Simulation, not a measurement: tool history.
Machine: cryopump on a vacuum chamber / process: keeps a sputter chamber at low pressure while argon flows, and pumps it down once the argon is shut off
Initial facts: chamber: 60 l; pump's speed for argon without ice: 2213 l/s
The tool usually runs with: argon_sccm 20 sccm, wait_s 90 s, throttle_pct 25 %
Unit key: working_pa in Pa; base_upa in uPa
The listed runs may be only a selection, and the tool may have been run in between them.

run,hour,argon_sccm,wait_s,throttle_pct,working_pa,base_upa
1,0.0,20,90,25,0.0625,1.82
2,66.0,20,90,25,0.0633,1.85
3,136.4,20,90,25,0.0621,1.92
4,188.9,20,90,25,0.0631,1.83
5,223.5,20,90,25,0.0622,1.86
6,283.1,20,178,25,0.0630,1.66
7,368.6,20,178,25,0.0617,1.73
8,414.7,20,178,25,0.0632,1.70
9,478.6,20,178,25,0.0633,1.67
10,562.2,20,178,25,0.0633,1.81
11,640.9,32,90,25,0.1002,2.16
12,700.4,32,90,25,0.1011,2.28
13,770.5,26,90,25,0.0829,2.24
14,839.6,26,90,25,0.0828,2.32
15,924.8,26,29,25,0.0842,3.71
16,980.2,20,90,44,0.0382,2.35
17,1056.8,20,90,25,0.0644,2.53
18,1139.6,21,21,25,0.0680,4.68
19,1205.3,14,218,26,0.0437,2.19
20,1289.0,8,62,51,0.0138,2.91
21,1348.0,30,90,25,0.0976,2.65
22,1384.4,38,41,25,0.1248,3.50
# hour 1429.0: pump warmed up, emptied and cooled again
23,1436.4,38,41,31,0.0940,3.15
24,1493.9,23,223,33,0.0532,1.87
25,1531.2,36,276,48,0.0579,1.88
26,1598.6,8,148,19,0.0323,2.20
27,1663.4,10,99,42,0.0179,2.34
28,1721.9,9,22,28,0.0254,4.51
29,1775.8,9,22,28,0.0251,4.32
# hour 1808.9: leaking fittings of the chamber tightened, without venting
30,1840.2,9,22,28,0.0247,2.82
31,1875.8,35,179,25,0.1082,0.53
32,1961.2,11,68,25,0.0343,1.09
33,2039.1,35,107,31,0.0896,0.80

Each row is a separate what-if for the run after 33, all from the same tool condition, not one after another. Results?
A,2118.7,17,43,25,?,?
B,2118.7,20,90,22,?,?
C,2118.7,8,291,25,?,?
D,2118.7,10,90,25,?,?

run,working_pa,base_upa
A,0.0540,1.62
B,0.0708,0.92
C,0.0244,0.49
D,0.0316,0.93
The same runs, with their run-to-run variation unchanged, on a tool lacking any hidden condition would have given:
run,working_pa,base_upa
A,0.0527,1.47
B,0.0693,0.77
C,0.0238,0.34
D,0.0308,0.79
